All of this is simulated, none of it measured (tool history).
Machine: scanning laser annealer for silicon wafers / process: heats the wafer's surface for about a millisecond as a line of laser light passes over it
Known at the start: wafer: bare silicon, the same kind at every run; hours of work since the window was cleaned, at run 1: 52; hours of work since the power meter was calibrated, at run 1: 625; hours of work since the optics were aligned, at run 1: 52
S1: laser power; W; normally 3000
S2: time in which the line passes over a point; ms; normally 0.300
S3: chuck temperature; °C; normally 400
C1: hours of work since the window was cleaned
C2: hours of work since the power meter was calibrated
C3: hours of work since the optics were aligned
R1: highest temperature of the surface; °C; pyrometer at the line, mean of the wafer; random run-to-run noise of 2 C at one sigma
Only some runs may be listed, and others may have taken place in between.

run 1 day=0.000 | S1=3000 S2=0.300 S3=400 | C1=52 C2=625 C3=52 | R1=1230
run 2 day=2.450 | S1=3000 S2=0.300 S3=400 | C1=96 C2=670 C3=96 | R1=1233
run 3 day=4.529 | S1=3000 S2=0.300 S3=400 | C1=134 C2=708 C3=134 | R1=1228
run 4 day=7.454 | S1=3000 S2=0.300 S3=400 | C1=187 C2=761 C3=187 | R1=1223
run 5 day=10.212 | S1=3000 S2=0.300 S3=400 | C1=237 C2=811 C3=237 | R1=1220
run 6 day=13.088 | S1=3000 S2=0.300 S3=400 | C1=289 C2=863 C3=289 | R1=1214
run 7 day=16.808 | S1=3000 S2=0.300 S3=400 | C1=357 C2=930 C3=357 | R1=1215
run 8 day=19.875 | S1=3000 S2=0.300 S3=400 | C1=412 C2=986 C3=412 | R1=1206
run 9 day=23.629 | S1=3000 S2=0.300 S3=400 | C1=480 C2=1054 C3=480 | R1=1203
run 10 day=27.008 | S1=3000 S2=0.300 S3=400 | C1=542 C2=1115 C3=542 | R1=1199
run 11 day=30.454 | S1=3000 S2=0.300 S3=400 | C1=604 C2=1178 C3=604 | R1=1195
run 12 day=33.554 | S1=3000 S2=0.300 S3=400 | C1=660 C2=1234 C3=660 | R1=1189
-- day=36.175 optics aligned, line set to its width
run 13 day=37.267 | S1=3000 S2=0.300 S3=421 | C1=724 C2=1297 C3=20 | R1=1211
-- day=38.417 window over the wafer cleaned
run 14 day=39.867 | S1=3000 S2=0.300 S3=421 | C1=26 C2=1343 C3=65 | R1=1263
run 15 day=42.625 | S1=2742 S2=0.298 S3=428 | C1=76 C2=1393 C3=116 | R1=1173
run 16 day=44.262 | S1=2742 S2=0.298 S3=428 | C1=106 C2=1423 C3=145 | R1=1169
-- day=44.725 laser's power meter calibrated
run 17 day=46.096 | S1=2742 S2=0.310 S3=391 | C1=137 C2=25 C3=176 | R1=1145
run 18 day=49.567 | S1=2742 S2=0.310 S3=391 | C1=200 C2=88 C3=239 | R1=1140
run 19 day=52.475 | S1=2703 S2=0.336 S3=366 | C1=253 C2=140 C3=292 | R1=1135
-- day=54.662 laser's power meter calibrated, once more
run 20 day=55.358 | S1=2703 S2=0.336 S3=366 | C1=303 C2=13 C3=342 | R1=1138
run 21 day=56.908 | S1=2703 S2=0.336 S3=366 | C1=331 C2=41 C3=370 | R1=1135
run 22 day=59.167 | S1=2799 S2=0.312 S3=361 | C1=372 C2=82 C3=411 | R1=1128
run 23 day=62.554 | S1=2664 S2=0.213 S3=431 | C1=433 C2=143 C3=472 | R1=1007
run 24 day=66.050 | S1=2928 S2=0.213 S3=389 | C1=497 C2=207 C3=536 | R1=1036
run 25 day=68.121 | S1=2928 S2=0.213 S3=389 | C1=534 C2=244 C3=573 | R1=1034
run 26 day=69.850 | S1=3077 S2=0.248 S3=402 | C1=565 C2=275 C3=605 | R1=1145
run 27 day=73.029 | S1=3077 S2=0.248 S3=402 | C1=623 C2=333 C3=662 | R1=1143

What if the next run were any one of these 4? Each begins from the tool's condition after run 27:
-- day=75.558 optics aligned, line set to its width
run A day=76.696 | S1=3000 S2=0.242 S3=400 | C1=686 C2=396 C3=21 | R1=?
-- day=75.558 optics aligned, line set to its width
run B day=76.696 | S1=3000 S2=0.300 S3=421 | C1=686 C2=396 C3=21 | R1=?
-- day=75.558 optics aligned, line set to its width
run C day=76.696 | S1=3299 S2=0.300 S3=400 | C1=686 C2=396 C3=21 | R1=?
-- day=75.558 optics aligned, line set to its width
run D day=76.696 | S1=2892 S2=0.250 S3=402 | C1=686 C2=396 C3=21 | R1=?

run=A R1=1110
run=B R1=1222
run=C R1=1301
run=D R1=1091
Without the tool's hidden state the same runs would have given:
run=A R1=1153
run=B R1=1270
run=C R1=1356
run=D R1=1133

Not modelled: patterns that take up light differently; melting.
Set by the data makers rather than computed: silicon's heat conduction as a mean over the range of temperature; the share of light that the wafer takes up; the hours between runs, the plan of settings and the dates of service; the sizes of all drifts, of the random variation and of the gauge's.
